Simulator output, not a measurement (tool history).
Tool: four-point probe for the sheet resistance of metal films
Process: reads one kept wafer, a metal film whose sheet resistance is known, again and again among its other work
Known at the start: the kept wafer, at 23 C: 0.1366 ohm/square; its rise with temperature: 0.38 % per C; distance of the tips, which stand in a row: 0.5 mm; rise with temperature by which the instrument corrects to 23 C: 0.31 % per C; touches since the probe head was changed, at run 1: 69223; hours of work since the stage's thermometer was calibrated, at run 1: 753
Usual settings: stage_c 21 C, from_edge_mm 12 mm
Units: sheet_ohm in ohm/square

run	day	stage_c	from_edge_mm	touches since the probe head was changed	hours of work since the stage's thermometer was calibrated	sheet_ohm
1	0.000	21	12	69223	753	0.135577
2	2.017	21	12	70619	775	0.135579
3	4.350	21	12	72238	800	0.135527
4	6.700	21	4	73865	826	0.136537
5	7.871	21	4	74679	838	0.136545
6	10.000	21	4	76152	861	0.136502
7	12.750	21	4	78058	891	0.136479
8	15.250	21	4	79791	919	0.136510
9	17.592	21	4	81415	944	0.136448
10	19.012	21	29	82399	959	0.135340
11	21.396	27	12	84051	985	0.136041
12	23.492	32	12	85504	1008	0.136531
13	24.746	20	12	86372	1022	0.135255
14	26.092	25	3	87306	1036	0.137664
15	27.458	20	12	88252	1051	0.135228
16	30.129	30	12	90104	1080	0.136259
17	31.467	24	24	91031	1095	0.135571
18	33.004	30	30	92095	1112	0.136123
19	35.612	21	26	93903	1140	0.135171
20	38.058	21	5	95598	1167	0.135839
21	40.183	24	31	97072	1190	0.135501
22	41.438	24	31	97939	1203	0.135501
23	44.267	20	17	99902	1234	0.135086
24	46.912	20	17	101736	1263	0.135025
25	48.950	22	10	103148	1285	0.135315

Forecast each of these 4 alternatives for the next run:
A	50.621	21	48	104305	1303	?
B	50.621	27	21	104305	1303	?
C	50.621	23	58	104305	1303	?
D	50.621	22	46	104305	1303	?

run	sheet_ohm
A	0.135016
B	0.135730
C	0.135236
D	0.135192
Without the tool's hidden state the same runs would have given:
run	sheet_ohm
A	0.136376
B	0.137091
C	0.136596
D	0.136553
